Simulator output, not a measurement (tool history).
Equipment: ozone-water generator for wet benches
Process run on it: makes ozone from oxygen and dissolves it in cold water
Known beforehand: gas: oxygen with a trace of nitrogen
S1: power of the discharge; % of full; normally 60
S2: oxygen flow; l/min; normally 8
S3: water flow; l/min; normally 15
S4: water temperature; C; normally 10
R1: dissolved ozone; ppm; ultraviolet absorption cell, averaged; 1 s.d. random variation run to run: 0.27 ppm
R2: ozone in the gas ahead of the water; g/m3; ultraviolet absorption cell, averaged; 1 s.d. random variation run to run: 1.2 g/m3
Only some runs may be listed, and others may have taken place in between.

run 1 hour=0 | S1=60 S2=8 S3=15 S4=10 | R1=41.9 R2=211.9
run 2 hour=237.8 | S1=98 S2=8 S3=15 S4=10 | R1=60.2 R2=305.3
run 3 hour=441.2 | S1=50 S2=8 S3=15 S4=10 | R1=35.9 R2=185.1
run 4 hour=603.8 | S1=60 S2=8 S3=19 S4=10 | R1=36.2 R2=210.1
run 5 hour=801.8 | S1=60 S2=8 S3=13 S4=10 | R1=44.3 R2=209.5
run 6 hour=921.8 | S1=60 S2=8 S3=13 S4=10 | R1=45.5 R2=207.9
run 7 hour=1121.5 | S1=60 S2=8 S3=13 S4=10 | R1=45.2 R2=208.7
run 8 hour=1247.6 | S1=60 S2=8 S3=13 S4=10 | R1=45.1 R2=210.8
run 9 hour=1452.3 | S1=60 S2=8 S3=13 S4=10 | R1=45.3 R2=206.2
run 10 hour=1550.1 | S1=60 S2=8 S3=13 S4=10 | R1=44.4 R2=209.2
run 11 hour=1661.8 | S1=60 S2=8 S3=15 S4=10 | R1=41.3 R2=209
run 12 hour=1872.3 | S1=60 S2=8 S3=15 S4=10 | R1=41.2 R2=208.1
run 13 hour=1975.8 | S1=60 S2=8 S3=15 S4=10 | R1=41.2 R2=204.8
run 14 hour=2135.4 | S1=60 S2=12.78 S3=15 S4=10 | R1=39.6 R2=164.4
run 15 hour=2367 | S1=60 S2=5.01 S3=15 S4=10 | R1=42.2 R2=265.8
run 16 hour=2591.5 | S1=60 S2=5.01 S3=15 S4=9 | R1=42.7 R2=261.6
run 17 hour=2802.8 | S1=84 S2=10.43 S3=21 S4=9 | R1=44.1 R2=234.1
run 18 hour=2985 | S1=56 S2=8 S3=15 S4=6 | R1=42.4 R2=196.6
run 19 hour=3176.7 | S1=93 S2=13.99 S3=16 S4=10 | R1=52.4 R2=215.5
-- hour=3293.9 electrodes of the discharge changed
run 20 hour=3293.9 | S1=47 S2=13.99 S3=16 S4=5 | R1=34.2 R2=130.4
run 21 hour=3427 | S1=60 S2=5.2 S3=17 S4=10 | R1=38.8 R2=257

Expected results for the next run?
run 22 hour=3586.2 | S1=89 S2=7.72 S3=14 S4=12 | R1=? R2=?

Run 22 came out at R1 56.2 ppm, R2 285.9 g/m3.
Take away the tool's hidden state, keep the run-to-run variation as it was, and the same run would have given R1 56.2 ppm, R2 291.2 g/m3.
